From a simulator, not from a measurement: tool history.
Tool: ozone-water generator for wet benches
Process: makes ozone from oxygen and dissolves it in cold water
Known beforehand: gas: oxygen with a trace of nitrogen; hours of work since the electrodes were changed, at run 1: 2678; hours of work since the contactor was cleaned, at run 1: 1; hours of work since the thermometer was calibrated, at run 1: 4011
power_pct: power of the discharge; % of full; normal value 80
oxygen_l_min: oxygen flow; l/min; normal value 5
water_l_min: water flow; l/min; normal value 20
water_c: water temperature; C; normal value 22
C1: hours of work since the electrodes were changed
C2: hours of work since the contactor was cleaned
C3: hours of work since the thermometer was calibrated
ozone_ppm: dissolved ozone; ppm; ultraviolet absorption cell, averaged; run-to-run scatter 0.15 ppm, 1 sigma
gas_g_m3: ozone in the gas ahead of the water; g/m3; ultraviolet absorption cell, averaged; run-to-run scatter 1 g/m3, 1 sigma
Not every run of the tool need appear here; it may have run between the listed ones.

{"run": 1, "hour": 0.0, "power_pct": 80, "oxygen_l_min": 5, "water_l_min": 20, "water_c": 22, "C1": 2678, "C2": 1, "C3": 4011, "ozone_ppm": 17.3, "gas_g_m3": 159.5}
{"run": 2, "hour": 79.4, "power_pct": 80, "oxygen_l_min": 5, "water_l_min": 20, "water_c": 22, "C1": 2728, "C2": 50, "C3": 4060, "ozone_ppm": 17.4, "gas_g_m3": 157}
{"run": 3, "hour": 150.4, "power_pct": 80, "oxygen_l_min": 5, "water_l_min": 20, "water_c": 22, "C1": 2772, "C2": 95, "C3": 4105, "ozone_ppm": 17.4, "gas_g_m3": 156.5}
{"run": 4, "hour": 255.8, "power_pct": 80, "oxygen_l_min": 5, "water_l_min": 20, "water_c": 22, "C1": 2838, "C2": 161, "C3": 4171, "ozone_ppm": 17.4, "gas_g_m3": 157.2}
{"run": 5, "hour": 339.3, "power_pct": 80, "oxygen_l_min": 5, "water_l_min": 14, "water_c": 22, "C1": 2890, "C2": 213, "C3": 4223, "ozone_ppm": 21.5, "gas_g_m3": 157.1}
{"run": 6, "hour": 418.5, "power_pct": 80, "oxygen_l_min": 5, "water_l_min": 24, "water_c": 22, "C1": 2940, "C2": 263, "C3": 4273, "ozone_ppm": 15.2, "gas_g_m3": 157.3}
{"run": 7, "hour": 538.6, "power_pct": 80, "oxygen_l_min": 5, "water_l_min": 24, "water_c": 22, "C1": 3015, "C2": 338, "C3": 4348, "ozone_ppm": 14.9, "gas_g_m3": 156.7}
{"run": 8, "hour": 648.4, "power_pct": 80, "oxygen_l_min": 5, "water_l_min": 24, "water_c": 22, "C1": 3084, "C2": 406, "C3": 4417, "ozone_ppm": 15.3, "gas_g_m3": 156.2}
{"hour": 717.0, "done": "water thermometer calibrated"}
{"run": 9, "hour": 780.5, "power_pct": 92, "oxygen_l_min": 5, "water_l_min": 20, "water_c": 22, "C1": 3166, "C2": 489, "C3": 40, "ozone_ppm": 18.9, "gas_g_m3": 171}
{"run": 10, "hour": 860.7, "power_pct": 92, "oxygen_l_min": 5, "water_l_min": 20, "water_c": 22, "C1": 3216, "C2": 539, "C3": 90, "ozone_ppm": 18.9, "gas_g_m3": 171.8}
{"run": 11, "hour": 938.2, "power_pct": 45, "oxygen_l_min": 5, "water_l_min": 20, "water_c": 22, "C1": 3265, "C2": 588, "C3": 139, "ozone_ppm": 11.6, "gas_g_m3": 103.8}
{"run": 12, "hour": 1042.3, "power_pct": 80, "oxygen_l_min": 5, "water_l_min": 20, "water_c": 17, "C1": 3330, "C2": 653, "C3": 204, "ozone_ppm": 18.2, "gas_g_m3": 154.1}
{"run": 13, "hour": 1149.3, "power_pct": 80, "oxygen_l_min": 5, "water_l_min": 20, "water_c": 22, "C1": 3397, "C2": 720, "C3": 271, "ozone_ppm": 17.2, "gas_g_m3": 153.8}
{"run": 14, "hour": 1240.4, "power_pct": 80, "oxygen_l_min": 5, "water_l_min": 20, "water_c": 21, "C1": 3454, "C2": 777, "C3": 328, "ozone_ppm": 17.1, "gas_g_m3": 153.8}
{"run": 15, "hour": 1340.9, "power_pct": 80, "oxygen_l_min": 5, "water_l_min": 20, "water_c": 21, "C1": 3517, "C2": 840, "C3": 391, "ozone_ppm": 17.2, "gas_g_m3": 153.8}
{"run": 16, "hour": 1403.5, "power_pct": 80, "oxygen_l_min": 5, "water_l_min": 20, "water_c": 22, "C1": 3556, "C2": 879, "C3": 430, "ozone_ppm": 16.9, "gas_g_m3": 152.8}

What will run 17 give?
{"run": 17, "hour": 1460.8, "power_pct": 88, "oxygen_l_min": 5, "water_l_min": 16, "water_c": 22, "C1": 3592, "C2": 915, "C3": 466, "ozone_ppm": "?", "gas_g_m3": "?"}

ozone_ppm: 20.8 ppm
gas_g_m3: 163.6 g/m3
On a tool with no hidden condition, and with the same random variation, this run would have come out at ozone_ppm 24.1 ppm, gas_g_m3 187 g/m3.

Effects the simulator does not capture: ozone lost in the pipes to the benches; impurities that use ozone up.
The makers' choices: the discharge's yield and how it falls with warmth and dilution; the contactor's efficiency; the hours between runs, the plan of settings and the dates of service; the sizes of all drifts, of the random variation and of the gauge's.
